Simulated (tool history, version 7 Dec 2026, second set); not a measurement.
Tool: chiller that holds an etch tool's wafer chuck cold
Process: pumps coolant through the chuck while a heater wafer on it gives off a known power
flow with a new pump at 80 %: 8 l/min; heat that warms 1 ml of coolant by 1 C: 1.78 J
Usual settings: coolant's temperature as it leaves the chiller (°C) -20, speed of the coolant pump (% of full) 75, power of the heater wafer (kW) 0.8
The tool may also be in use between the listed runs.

| run | hour | coolant's temperature as it leaves the chiller (°C) | speed of the coolant pump (% of full) | power of the heater wafer (kW) | chuck's temperature once it has settled (°C) | how much warmer the coolant comes back (C) |
|---|---|---|---|---|---|---|
| 1 | 0 | -20 | 75 | 0.8 | -12.8 | 3.57 |
| 2 | 116.8 | -20 | 75 | 0.8 | -12.9 | 3.57 |
| 3 | 293.8 | -20 | 75 | 0.8 | -13.1 | 3.55 |
| 4 | 379.8 | -20 | 73 | 0.8 | -12.7 | 3.62 |
| 5 | 472.6 | -20 | 73 | 0.8 | -12.7 | 3.66 |
| 6 | 551.8 | -20 | 73 | 0.8 | -12.7 | 3.65 |
| 7 | 699.9 | -20 | 73 | 0.8 | -12.7 | 3.68 |
| 8 | 799 | -20 | 73 | 0.8 | -12.5 | 3.6 |
| 9 | 908.7 | -20 | 73 | 0.8 | -12.8 | 3.58 |
| 10 | 1015 | -14 | 75 | 0.8 | -6.8 | 3.5 |
| 11 | 1105.7 | -20 | 75 | 0.588 | -14.6 | 2.57 |
| 12 | 1225 | -20 | 75 | 0.588 | -14.6 | 2.56 |
| 13 | 1353.2 | -20 | 75 | 0.8 | -12.6 | 3.48 |
| 14 | 1444.3 | -20 | 75 | 0.8 | -12.8 | 3.47 |
| 15 | 1562 | -20 | 75 | 0.8 | -12.8 | 3.44 |
| 16 | 1687.2 | -20 | 75 | 0.8 | -12.8 | 3.46 |
|  | 1704.1 | chiller's thermometer calibrated |
| 17 | 1864 | -16 | 94 | 1.071 | -7.7 | 3.76 |
| 18 | 2031.6 | -20 | 61 | 0.683 | -13 | 3.55 |
| 19 | 2120.4 | -18 | 61 | 0.8 | -9.8 | 4.22 |
| 20 | 2312 | -18 | 61 | 0.8 | -9.7 | 4.16 |
| 21 | 2434.1 | -29 | 83 | 0.612 | -23.8 | 2.32 |
| 22 | 2555.1 | -25 | 75 | 0.891 | -17 | 3.88 |
| 23 | 2736.4 | -20 | 66 | 0.635 | -13.6 | 3.01 |
| 24 | 2817 | -20 | 66 | 0.635 | -13.8 | 2.99 |
|  | 2830.8 | coolant changed, channels flushed |
| 25 | 2983.5 | -18 | 75 | 0.8 | -10.8 | 3.37 |
| 26 | 3162.1 | -13 | 90 | 0.413 | -9.8 | 1.31 |
| 27 | 3280.4 | -22 | 77 | 0.413 | -18.5 | 1.53 |
| 28 | 3466.2 | -17 | 75 | 0.628 | -11.3 | 2.53 |
| 29 | 3652.2 | -17 | 75 | 0.628 | -11.3 | 2.5 |
| 30 | 3746.8 | -14 | 71 | 0.874 | -5.9 | 3.84 |
|  | 3759.9 | gauge calibrated |
| 31 | 3899.7 | -14 | 92 | 0.549 | -9.7 | 1.97 |
| 32 | 4012.6 | -14 | 92 | 0.549 | -9.8 | 2.02 |

4 ways to go on from here, each from the tool as it stands after run 32. What would each give?
| A | 4184.6 | -26 | 97 | 0.549 | ? | ? |
| B | 4184.6 | -20 | 73 | 0.8 | ? | ? |
| C | 4184.6 | -29 | 70 | 1.136 | ? | ? |
| D | 4184.6 | -17 | 76 | 0.801 | ? | ? |

| run | chuck's temperature once it has settled (°C) | how much warmer the coolant comes back (C) |
|---|---|---|
| A | -21.7 | 1.88 |
| B | -12.6 | 3.64 |
| C | -18.3 | 5.44 |
| D | -9.9 | 3.53 |
Without the tool's hidden state the same runs would have given:
| run | chuck's temperature once it has settled (°C) | how much warmer the coolant comes back (C) |
|---|---|---|
| A | -21.7 | 1.91 |
| B | -12.6 | 3.67 |
| C | -18.3 | 5.47 |
| D | -9.9 | 3.56 |
